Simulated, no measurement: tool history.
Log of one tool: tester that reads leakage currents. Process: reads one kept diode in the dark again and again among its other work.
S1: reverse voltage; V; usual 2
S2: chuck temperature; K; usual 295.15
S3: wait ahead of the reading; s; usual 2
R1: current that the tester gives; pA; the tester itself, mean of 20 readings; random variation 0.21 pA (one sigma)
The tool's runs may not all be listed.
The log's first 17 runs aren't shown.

Run 18, hour 1420.6: usual settings. Result: R1 70.65 pA.
Run 19, hour 1489.1: usual settings. Result: R1 71.16 pA.
Run 20, hour 1558.8: usual settings but S1 1.18 V, S3 2.77 s. Result: R1 59.91 pA.
Run 21, hour 1610.4: usual settings but S1 19.61 V, S2 304.15 K, S3 0.81 s. Result: R1 306.6 pA.
Run 22, hour 1686.6: usual settings but S1 15.13 V, S3 0.89 s. Result: R1 155.93 pA.
Run 23, hour 1784.1: usual settings but S1 15.13 V, S3 0.89 s. Result: R1 156.75 pA.
Run 24, hour 1884.3: usual settings but S1 15.13 V, S3 0.89 s. Result: R1 159.13 pA.
Run 25, hour 1961: usual settings but S1 5.54 V, S2 300.15 K, S3 2.69 s. Result: R1 149.46 pA.
Run 26, hour 2068.7: usual settings but S1 9.55 V, S2 294.15 K, S3 0.44 s. Result: R1 129.11 pA.
Run 27, hour 2185.2: usual settings but S1 3.43 V, S2 298.15 K, S3 3.63 s. Result: R1 112.54 pA.
Run 28, hour 2282.9: usual settings but S1 3.43 V, S2 298.15 K, S3 3.63 s. Result: R1 112.69 pA.
Run 29, hour 2337.3: usual settings but S1 9.69 V, S3 6.11 s. Result: R1 136.27 pA.
Run 30, hour 2388.7: usual settings but S1 9.69 V, S3 6.11 s. Result: R1 137.17 pA.
Run 31, hour 2476.1: usual settings but S1 9.69 V, S3 6.11 s. Result: R1 137.84 pA.
Run 32, hour 2583.2: usual settings but S1 2.25 V, S3 6.04 s. Result: R1 81.48 pA.
Run 33, hour 2641.7: usual settings but S1 6.61 V, S2 318.15 K, S3 4.07 s. Result: R1 541.99 pA.
At hour 2670.3: tester calibrated.
Run 34, hour 2732.5: usual settings but S1 6.61 V, S2 318.15 K, S3 4.07 s. Result: R1 563.18 pA.
At hour 2796.4: chuck's temperature calibrated.
Run 35, hour 2844.1: usual settings but S1 1.65 V, S2 322.15 K, S3 0.32 s. Result: R1 411.12 pA.
Run 36, hour 2951.2: usual settings but S1 1.65 V, S2 322.15 K, S3 0.32 s. Result: R1 412.14 pA.
Run 37, hour 3061.5: usual settings but S1 9.58 V, S2 302.15 K. Result: R1 209.42 pA.
Run 38, hour 3129.1: usual settings but S1 9.58 V, S2 302.15 K. Result: R1 211.9 pA.

4 ways to go on from here, each from the tool as it stands after run 38. What would each give?
Run A, hour 3196.4: usual settings but S1 10.1 V. Result: R1 ?.
Run B, hour 3196.4: usual settings but S1 19.13 V, S2 326.15 K, S3 0.8 s. Result: R1 ?.
Run C, hour 3196.4: usual settings but S2 318.15 K, S3 1.31 s. Result: R1 ?.
Run D, hour 3196.4: usual settings but S2 294.15 K. Result: R1 ?.

run       R1
  A    139.4
  B  1212.76
  C   347.33
  D    68.99
Without the tool's hidden state the same runs would have given:
run       R1
  A   115.73
  B  1146.83
  C    334.7
  D    63.06
